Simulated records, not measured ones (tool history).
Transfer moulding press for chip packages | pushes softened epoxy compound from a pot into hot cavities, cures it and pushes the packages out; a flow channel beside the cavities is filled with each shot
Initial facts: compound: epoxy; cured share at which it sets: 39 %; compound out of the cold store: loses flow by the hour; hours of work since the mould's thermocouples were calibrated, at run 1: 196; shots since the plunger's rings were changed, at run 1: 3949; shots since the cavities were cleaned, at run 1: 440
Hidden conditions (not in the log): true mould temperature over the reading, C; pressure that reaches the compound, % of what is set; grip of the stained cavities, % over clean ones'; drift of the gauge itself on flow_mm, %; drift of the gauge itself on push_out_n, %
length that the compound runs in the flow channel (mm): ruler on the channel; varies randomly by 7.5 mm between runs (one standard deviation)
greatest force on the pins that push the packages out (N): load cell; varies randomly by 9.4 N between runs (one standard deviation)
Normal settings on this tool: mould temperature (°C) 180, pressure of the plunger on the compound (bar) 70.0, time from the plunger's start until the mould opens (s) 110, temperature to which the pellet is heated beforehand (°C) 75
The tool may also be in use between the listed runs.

run   hour  mould temperature (°C)  pressure of the plunger on the compound (bar)  time from the plunger's start until the mould opens (s)  temperature to which the pellet is heated beforehand (°C)  hours of work since the mould's thermocouples were calibrated  shots since the plunger's rings were changed  shots since the cavities were cleaned  incoming compound's hours out of the cold store  length that the compound runs in the flow channel (mm)  greatest force on the pins that push the packages out (N)
  1    0.0                     180                                           70.0                                                      110                                                         75                                                            196                                          3949                                    440                                             26.0                                                     832                                                        671
  2   13.6                     180                                           70.0                                                      110                                                         75                                                            204                                          4100                                    591                                             13.4                                                     850                                                        751
  3   24.3                     187                                           70.0                                                      110                                                         75                                                            211                                          4220                                    711                                              9.5                                                     838                                                        571
  4   36.4                     187                                           70.0                                                      110                                                         75                                                            218                                          4356                                    847                                             34.4                                                     800                                                        579
  5   47.1                     187                                           70.0                                                      110                                                         75                                                            225                                          4475                                    966                                             12.1                                                     839                                                        605
  6   60.3                     180                                           70.0                                                      110                                                         75                                                            233                                          4623                                   1114                                              9.0                                                     844                                                        823
      66.7  -- cavities cleaned with cleaning compound and waxed
  7   68.0                     180                                           70.0                                                      110                                                         75                                                            237                                          4692                                     15                                             30.0                                                     824                                                        425
  8   79.7                     180                                           70.0                                                      110                                                         75                                                            244                                          4822                                    145                                             45.0                                                     790                                                        530
      92.3  -- plunger's sealing rings changed
  9   95.8                     180                                           70.0                                                      110                                                         75                                                            253                                            38                                    297                                             36.8                                                     859                                                        603
 10  104.2                     180                                           70.0                                                      110                                                         79                                                            258                                           132                                    391                                             27.6                                                     861                                                        673
 11  116.3                     180                                           70.0                                                      110                                                         75                                                            266                                           267                                    526                                             33.0                                                     857                                                        732
 12  127.8                     180                                           70.0                                                      148                                                         75                                                            273                                           395                                    654                                             31.9                                                     854                                                        546
 13  135.5                     180                                           70.0                                                       91                                                         75                                                            278                                           482                                    741                                             32.8                                                     855                                                       1183
 14  149.2                     180                                           70.0                                                       91                                                         75                                                            286                                           634                                    893                                             30.9                                                     855                                                       1202
 15  157.6                     180                                           70.0                                                       92                                                         71                                                            292                                           729                                    988                                             27.4                                                     864                                                       1163
 16  164.3                     181                                           74.8                                                      135                                                         78                                                            296                                           803                                   1062                                             44.6                                                     851                                                        572
     167.5  -- mould's thermocouples calibrated
     177.2  -- cavities cleaned with cleaning compound and waxed
 17  181.4                     181                                           74.8                                                      135                                                         78                                                              8                                           955                                     47                                             25.5                                                     890                                                        326
 18  193.9                     180                                           74.5                                                      110                                                         75                                                             16                                          1094                                    186                                             30.0                                                     864                                                        557
 19  206.1                     180                                           74.5                                                      110                                                         75                                                             23                                          1231                                    323                                             23.1                                                     885                                                        668
 20  216.6                     180                                           65.8                                                      101                                                         75                                                             30                                          1348                                    440                                             36.7                                                     807                                                        832
 21  227.5                     180                                           65.4                                                      110                                                         75                                                             37                                          1470                                    562                                             46.9                                                     792                                                        721
     231.7  -- mould's thermocouples calibrated, once more
 22  239.1                     178                                           65.4                                                      110                                                         75                                                              5                                          1577                                    669                                             44.2                                                     795                                                        884
 23  253.4                     183                                           70.0                                                      122                                                         75                                                             14                                          1736                                    828                                             34.6                                                     823                                                        587
 24  262.6                     183                                           60.1                                                      122                                                         68                                                             19                                          1839                                    931                                             11.2                                                     818                                                        607
 25  271.0                     183                                           60.1                                                       92                                                         73                                                             25                                          1933                                   1025                                             18.5                                                     780                                                       1073
 26  277.1                     183                                           81.3                                                       98                                                         70                                                             28                                          2001                                   1093                                             34.3                                                     909                                                        864

What will run 27 give?
     285.4  -- cavities cleaned with cleaning compound and waxed
 27  291.1                     183                                           81.3                                                       98                                                         70                                                             36                                          2141                                     64                                             12.6                                                       ?                                                          ?

{"run 27": {"length that the compound runs in the flow channel (mm)": 932, "greatest force on the pins that push the packages out (N)": 548}}
Minus the tool's unlogged condition, the same run would have read length that the compound runs in the flow channel (mm) 962, greatest force on the pins that push the packages out (N) 470.
